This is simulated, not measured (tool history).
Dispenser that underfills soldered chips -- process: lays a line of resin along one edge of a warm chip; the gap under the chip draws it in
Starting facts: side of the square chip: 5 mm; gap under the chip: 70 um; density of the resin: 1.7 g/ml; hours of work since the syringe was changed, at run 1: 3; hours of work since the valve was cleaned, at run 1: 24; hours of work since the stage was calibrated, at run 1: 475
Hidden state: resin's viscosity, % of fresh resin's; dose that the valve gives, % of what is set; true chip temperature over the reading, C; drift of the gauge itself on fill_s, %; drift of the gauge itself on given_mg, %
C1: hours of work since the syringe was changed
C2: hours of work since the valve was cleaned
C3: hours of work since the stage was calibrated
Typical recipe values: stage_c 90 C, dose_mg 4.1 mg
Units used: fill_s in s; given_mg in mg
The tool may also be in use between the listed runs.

Run 1, hour 0: usual settings; C1 3; C2 24; C3 475. Result: fill_s 6.9 s, given_mg 4.02 mg.
At hour 3.7: new syringe of resin.
Run 2, hour 9: usual settings but dose_mg 4.05 mg; C1 4; C2 31; C3 482. Result: fill_s 6.7 s, given_mg 3.92 mg.
At hour 11.3: new syringe of resin.
Run 3, hour 18: usual settings but dose_mg 4.05 mg; C1 5; C2 38; C3 488. Result: fill_s 6.9 s, given_mg 3.93 mg.
At hour 18.9: new syringe of resin.
Run 4, hour 24.9: usual settings but stage_c 92 C, dose_mg 4.05 mg; C1 5; C2 43; C3 494. Result: fill_s 6.5 s, given_mg 3.88 mg.
At hour 26.2: new syringe of resin.
At hour 33.9: new syringe of resin.
Run 5, hour 36.2: usual settings but stage_c 89 C, dose_mg 4.05 mg; C1 2; C2 51; C3 502. Result: fill_s 6.4 s, given_mg 3.84 mg.
At hour 41: new syringe of resin.
At hour 48.3: new syringe of resin.
Run 6, hour 50.6: usual settings but stage_c 89 C, dose_mg 4.05 mg; C1 2; C2 62; C3 513. Result: fill_s 6.2 s, given_mg 3.8 mg.
At hour 55.6: new syringe of resin.
Run 7, hour 57.2: usual settings but stage_c 89 C, dose_mg 3.82 mg; C1 1; C2 67; C3 517. Result: fill_s 6.6 s, given_mg 3.55 mg.
At hour 63.1: new syringe of resin.
At hour 70.7: new syringe of resin.
Run 8, hour 72.6: usual settings but stage_c 89 C, dose_mg 3.82 mg; C1 2; C2 78; C3 529. Result: fill_s 6.5 s, given_mg 3.45 mg.
At hour 78.8: new syringe of resin.
At hour 81.5: dispensing valve cleaned and set on the balance.
Run 9, hour 84.9: usual settings but stage_c 89 C, dose_mg 3.82 mg; C1 4; C2 3; C3 537. Result: fill_s 6.7 s, given_mg 3.79 mg.
At hour 87.4: new syringe of resin.
At hour 95.6: new syringe of resin.
Run 10, hour 100.3: usual settings but stage_c 96 C; C1 4; C2 14; C3 549. Result: fill_s 5.3 s, given_mg 4.09 mg.
At hour 104: new syringe of resin.
At hour 111.7: new syringe of resin.
Run 11, hour 111.7: usual settings but stage_c 96 C; C1 0; C2 22; C3 557. Result: fill_s 4.7 s, given_mg 3.99 mg.
At hour 119: new syringe of resin.
Run 12, hour 122.5: usual settings but dose_mg 3.57 mg; C1 3; C2 31; C3 565. Result: fill_s 6.3 s, given_mg 3.43 mg.
At hour 126.6: new syringe of resin.
At hour 133.9: new syringe of resin.
Run 13, hour 134.5: usual settings; C1 0; C2 39; C3 574. Result: fill_s 5.9 s, given_mg 3.99 mg.
At hour 141: new syringe of resin.
Run 14, hour 141.9: usual settings; C1 1; C2 45; C3 580. Result: fill_s 5.8 s, given_mg 3.88 mg.
At hour 148.7: new syringe of resin.
At hour 156.1: new syringe of resin.
Run 15, hour 156.1: usual settings but dose_mg 4.55 mg; C1 0; C2 55; C3 590. Result: fill_s 5.5 s, given_mg 4.3 mg.
At hour 163.9: new syringe of resin.
Run 16, hour 167.7: usual settings but stage_c 98 C, dose_mg 4.02 mg; C1 3; C2 64; C3 599. Result: fill_s 5.3 s, given_mg 3.77 mg.
At hour 171.2: new syringe of resin.
Run 17, hour 176.2: usual settings but stage_c 79 C, dose_mg 3.74 mg; C1 4; C2 71; C3 605. Result: fill_s 9.8 s, given_mg 3.5 mg.
At hour 178.5: new syringe of resin.
At hour 186.3: new syringe of resin.
Run 18, hour 186.9: usual settings but stage_c 94 C; C1 0; C2 78; C3 613. Result: fill_s 5 s, given_mg 3.84 mg.
At hour 193.6: new syringe of resin.
Run 19, hour 193.6: usual settings but stage_c 78 C, dose_mg 4.32 mg; C1 0; C2 83; C3 618. Result: fill_s 8.5 s, given_mg 3.93 mg.
At hour 195.3: dispensing valve cleaned and set on the balance.
At hour 202.2: new syringe of resin.
Run 20, hour 202.2: usual settings but stage_c 95 C, dose_mg 4.64 mg; C1 0; C2 5; C3 624. Result: fill_s 4.4 s, given_mg 4.55 mg.
At hour 209.7: new syringe of resin.
Run 21, hour 214.2: usual settings but stage_c 95 C, dose_mg 4.64 mg; C1 4; C2 14; C3 633. Result: fill_s 5.2 s, given_mg 4.56 mg.
At hour 217.2: new syringe of resin.
At hour 224.3: new syringe of resin.
Run 22, hour 228: usual settings but stage_c 95 C, dose_mg 4.64 mg; C1 3; C2 24; C3 643. Result: fill_s 5 s, given_mg 4.53 mg.
At hour 232.4: new syringe of resin.
At hour 236.7: stage's temperature calibrated.
Run 23, hour 236.7: usual settings but stage_c 77 C, dose_mg 5.05 mg; C1 3; C2 30; C3 0. Result: fill_s 11.3 s, given_mg 4.88 mg.
At hour 240.8: new syringe of resin.
Run 24, hour 246.4: usual settings but stage_c 102 C, dose_mg 4.79 mg; C1 4; C2 37; C3 7. Result: fill_s 5.3 s, given_mg 4.59 mg.
At hour 249.3: new syringe of resin.
At hour 256.5: new syringe of resin.
Run 25, hour 258.9: usual settings but stage_c 102 C, dose_mg 4.79 mg; C1 2; C2 47; C3 16. Result: fill_s 4.9 s, given_mg 4.6 mg.
At hour 264: new syringe of resin.
Run 26, hour 269.1: usual settings but stage_c 85 C, dose_mg 4.95 mg; C1 4; C2 54; C3 24. Result: fill_s 9 s, given_mg 4.67 mg.
At hour 271.4: new syringe of resin.
At hour 278.7: new syringe of resin.
Run 27, hour 283.9: usual settings but stage_c 96 C, dose_mg 4.87 mg; C1 4; C2 65; C3 35. Result: fill_s 5.3 s, given_mg 4.53 mg.
At hour 286.8: new syringe of resin.
At hour 294.4: new syringe of resin.
Run 28, hour 299.9: usual settings but stage_c 96 C, dose_mg 4.87 mg; C1 4; C2 77; C3 47. Result: fill_s 6.6 s, given_mg 4.53 mg.
At hour 301.6: new syringe of resin.
At hour 309.1: new syringe of resin.
At hour 310.1: dispensing valve cleaned and set on the balance.
Run 29, hour 312.1: usual settings but stage_c 85 C, dose_mg 3.56 mg; C1 2; C2 2; C3 55. Result: fill_s 8.1 s, given_mg 3.55 mg.
At hour 317.7: new syringe of resin.
At hour 325.7: new syringe of resin.
Run 30, hour 326: usual settings but stage_c 85 C, dose_mg 3.56 mg; C1 0; C2 12; C3 66. Result: fill_s 7.6 s, given_mg 3.49 mg.

What would each run have given without the hidden state, its run-to-run variation left as it was?
run  fill_s  given_mg
  1     6.6      4.11
  2     6.2      4.04
  3       6      4.07
  4     5.8      4.04
  5     6.4      4.04
  6     6.3      4.04
  7     6.8      3.79
  8     6.7      3.74
  9     6.5      3.81
 10       5      4.15
 11     5.3      4.08
 12     6.4      3.54
 13     6.5      4.15
 14     6.4      4.06
 15     6.3      4.55
 16     5.3      4.03
 17     9.4      3.76
 18     5.5      4.16
 19     9.7      4.29
 20     5.1      4.58
 21     5.2      4.63
 22     5.1      4.65
 23    10.1      5.04
 24     4.3      4.77
 25     4.5      4.82
 26     7.4      4.94
 27     4.3      4.85
 28     5.5       4.9
 29     7.5      3.57
 30     7.5      3.54

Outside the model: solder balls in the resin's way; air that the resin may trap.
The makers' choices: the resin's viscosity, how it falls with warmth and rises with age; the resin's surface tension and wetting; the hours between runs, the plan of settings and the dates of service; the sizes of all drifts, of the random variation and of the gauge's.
